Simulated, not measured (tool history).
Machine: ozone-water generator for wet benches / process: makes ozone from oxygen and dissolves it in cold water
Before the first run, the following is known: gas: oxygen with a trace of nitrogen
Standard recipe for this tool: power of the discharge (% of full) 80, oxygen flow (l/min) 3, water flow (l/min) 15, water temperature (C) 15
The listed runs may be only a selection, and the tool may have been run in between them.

run    hour  power of the discharge (% of full)  oxygen flow (l/min)  water flow (l/min)  water temperature (C)  dissolved ozone (ppm)  ozone in the gas ahead of the water (g/m3)
  1       0                                  80                    3                  15                     15                   23.8                                       225.9
  2      70                                  80                    3                  15                     15                   23.7                                       225.6
  3   217.5                                  80                    3                  15                      7                   25.6                                       223.2
  4   337.8                                  80                    3                  15                      7                   25.5                                       224.7
  5   476.3                                  80                    3                  19                      7                   20.2                                       225.1
  6   585.7                                  53                    3                  15                     15                   18.4                                       176.7
  7   736.7                                  80                    3                  15                     15                     23                                       223.8
  8   881.1                                  48                    3                  15                     15                   17.4                                       166.7
  9  1023.5                                  48                    3                  15                     16                   17.2                                       167.3
 10  1135.8                                  80                    3                  15                     15                   23.3                                       223.5
 11  1273.5                                  80                    3                  14                     15                   24.4                                         222
 12  1403.1                                  80                    3                  22                     15                   15.6                                       222.7
 13  1508.5                                  80                    3                  22                     15                   15.6                                         221
 14  1573.7                                  80                    3                  15                     15                     23                                       221.3
 15  1662.4                                  80                    3                  15                     15                   22.8                                         219
 16  1775.3                                  80                    3                  12                     15                   27.6                                         222
 17  1857.8                                  80                 2.24                  15                     12                   22.8                                       262.5
 18  1984.7                                  80                 2.24                  15                     12                   23.1                                       259.2
     2004.9  -- water thermometer calibrated
 19  2123.6                                  80                 2.24                  15                     12                   22.7                                       262.2
 20  2205.3                                  80                 2.24                  15                     12                   22.9                                       262.9
 21  2309.8                                  80                  3.9                  15                     14                   22.8                                       187.5

Run 22 comes next. What will it give?
 22  2381.5                                  80                  3.9                  15                     20                      ?                                           ?

{"run 22": {"dissolved ozone (ppm)": 20.7, "ozone in the gas ahead of the water (g/m3)": 187.1}}
If the tool had no hidden condition, the same run with the same run-to-run variation would have returned dissolved ozone (ppm) 22.6, ozone in the gas ahead of the water (g/m3) 196.6.
